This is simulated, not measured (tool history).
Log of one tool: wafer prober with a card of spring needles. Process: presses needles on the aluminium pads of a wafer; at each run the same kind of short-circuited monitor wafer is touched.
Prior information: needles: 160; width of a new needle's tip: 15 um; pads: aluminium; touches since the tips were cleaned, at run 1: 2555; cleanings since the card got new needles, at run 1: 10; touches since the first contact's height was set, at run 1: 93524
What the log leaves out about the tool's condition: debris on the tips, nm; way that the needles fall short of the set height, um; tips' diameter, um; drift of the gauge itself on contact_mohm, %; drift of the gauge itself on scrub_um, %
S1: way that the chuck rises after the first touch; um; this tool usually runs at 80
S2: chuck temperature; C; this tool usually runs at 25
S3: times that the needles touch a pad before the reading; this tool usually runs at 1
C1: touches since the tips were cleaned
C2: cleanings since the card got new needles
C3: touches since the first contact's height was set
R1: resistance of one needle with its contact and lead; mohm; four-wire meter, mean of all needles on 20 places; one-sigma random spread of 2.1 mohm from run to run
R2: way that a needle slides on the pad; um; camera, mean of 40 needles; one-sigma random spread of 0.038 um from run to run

Run 1, hour 0: usual settings; C1 2555; C2 10; C3 93524. Result: R1 229 mohm, R2 21.06 um.
At hour 11.6: tips cleaned on abrasive film.
At hour 28.8: tips cleaned on abrasive film.
Run 2, hour 29.3: usual settings; C1 223; C2 12; C3 106831. Result: R1 228 mohm, R2 21.2 um.
At hour 46.4: tips cleaned on abrasive film.
Run 3, hour 50.8: usual settings but S2 32 C; C1 2034; C2 13; C3 116646. Result: R1 230 mohm, R2 21.15 um.
At hour 63.8: tips cleaned on abrasive film.
Run 4, hour 66.9: usual settings but S2 32 C; C1 1408; C2 14; C3 123962. Result: R1 226 mohm, R2 21.18 um.
At hour 82.1: tips cleaned on abrasive film.
Run 5, hour 88.8: usual settings; C1 3063; C2 15; C3 133917. Result: R1 229 mohm, R2 21.22 um.
At hour 100: tips cleaned on abrasive film.
Run 6, hour 102.5: usual settings; C1 1135; C2 16; C3 140160. Result: R1 229 mohm, R2 21.24 um.
At hour 118.2: tips cleaned on abrasive film.
Run 7, hour 127: usual settings; C1 4066; C2 17; C3 151344. Result: R1 232 mohm, R2 21.29 um.
At hour 135.2: tips cleaned on abrasive film.
At hour 152.2: tips cleaned on abrasive film.
Run 8, hour 152.5: usual settings; C1 147; C2 19; C3 162919. Result: R1 232 mohm, R2 21.24 um.
At hour 169.2: tips cleaned on abrasive film.
Run 9, hour 180.1: usual settings but S2 51 C; C1 5013; C2 20; C3 175490. Result: R1 236 mohm, R2 21.24 um.
At hour 186.3: tips cleaned on abrasive film.
At hour 203.2: tips cleaned on abrasive film.
Run 10, hour 203.2: usual settings but S2 51 C; C1 0; C2 22; C3 185980. Result: R1 235 mohm, R2 21.34 um.
At hour 221.9: tips cleaned on abrasive film.
Run 11, hour 227.9: usual settings; C1 2740; C2 23; C3 197209. Result: R1 231 mohm, R2 21.38 um.
At hour 240.5: tips cleaned on abrasive film.
Run 12, hour 243.7: usual settings but S2 67 C; C1 1489; C2 24; C3 204430. Result: R1 244 mohm, R2 21.35 um.
At hour 257.3: tips cleaned on abrasive film.
Run 13, hour 266.9: usual settings but S2 67 C; C1 4424; C2 25; C3 215003. Result: R1 241 mohm, R2 21.26 um.
At hour 274.2: tips cleaned on abrasive film.
Run 14, hour 280.8: usual settings but S2 67 C; C1 3010; C2 26; C3 221273. Result: R1 238 mohm, R2 21.35 um.
At hour 288.2: height of the first contact set anew.
At hour 293: tips cleaned on abrasive film.
Run 15, hour 294.7: usual settings; C1 760; C2 27; C3 2911. Result: R1 230 mohm, R2 21.36 um.
At hour 312: tips cleaned on abrasive film.
Run 16, hour 312.8: usual settings; C1 353; C2 28; C3 11150. Result: R1 230 mohm, R2 21.4 um.
At hour 330.4: tips cleaned on abrasive film.
Run 17, hour 336.2: usual settings; C1 2635; C2 29; C3 21812. Result: R1 231 mohm, R2 21.35 um.
At hour 348.8: tips cleaned on abrasive film.
Run 18, hour 361.6: usual settings but S3 2; C1 5878; C2 30; C3 33411. Result: R1 231 mohm, R2 21.43 um.
At hour 366.6: tips cleaned on abrasive film.
Run 19, hour 378.7: usual settings but S1 96 um, S2 43 C, S3 3; C1 5514; C2 31; C3 41171. Result: R1 235 mohm, R2 25.77 um.
At hour 385.9: tips cleaned on abrasive film.
Run 20, hour 391.2: usual settings but S1 89 um, S2 46 C; C1 2433; C2 32; C3 46883. Result: R1 235 mohm, R2 23.88 um.
At hour 404.9: tips cleaned on abrasive film.
Run 21, hour 417: usual settings but S1 66 um, S2 48 C; C1 5539; C2 33; C3 58610. Result: R1 238 mohm, R2 17.71 um.
At hour 421.8: tips cleaned on abrasive film.
At hour 439.2: tips cleaned on abrasive film.
Run 22, hour 442.6: usual settings but S1 66 um, S2 48 C; C1 1574; C2 35; C3 70254. Result: R1 236 mohm, R2 17.72 um.
At hour 456.4: tips cleaned on abrasive film.
Run 23, hour 461.6: usual settings but S1 98 um, S2 62 C, S3 2; C1 2350; C2 36; C3 78885. Result: R1 239 mohm, R2 26.39 um.
At hour 474.3: tips cleaned on abrasive film.
Run 24, hour 486.2: usual settings but S1 66 um; C1 5437; C2 37; C3 90126. Result: R1 234 mohm, R2 17.78 um.
At hour 493: tips cleaned on abrasive film.
At hour 511.5: tips cleaned on abrasive film.
Run 25, hour 511.5: usual settings but S1 66 um, S2 94 C, S3 2; C1 0; C2 39; C3 101586. Result: R1 250 mohm, R2 17.76 um.
Run 26, hour 526.1: usual settings but S1 73 um, S2 57 C; C1 6696; C2 39; C3 108282. Result: R1 239 mohm, R2 19.68 um.
At hour 528.9: tips cleaned on abrasive film.
At hour 536.3: gauge calibrated.
At hour 546.8: tips cleaned on abrasive film.
Run 27, hour 546.8: usual settings but S1 70 um, S2 95 C, S3 2; C1 0; C2 41; C3 117653. Result: R1 251 mohm, R2 18.52 um.
At hour 565: tips cleaned on abrasive film.
Run 28, hour 570.3: usual settings but S2 84 C, S3 2; C1 2405; C2 42; C3 128372. Result: R1 246 mohm, R2 21.18 um.

The next listed run, before its measurement:
At hour 581.9: tips cleaned on abrasive film.
Run 29, hour 594.7: usual settings but S2 84 C, S3 2; C1 5886; C2 43; C3 139513. Result: R1 ?, R2 ?.

{"run 29": {"R1": 247, "R2": 21.16}}
With no hidden state in the tool, this same run would have given R1 247 mohm, R2 21.12 um.
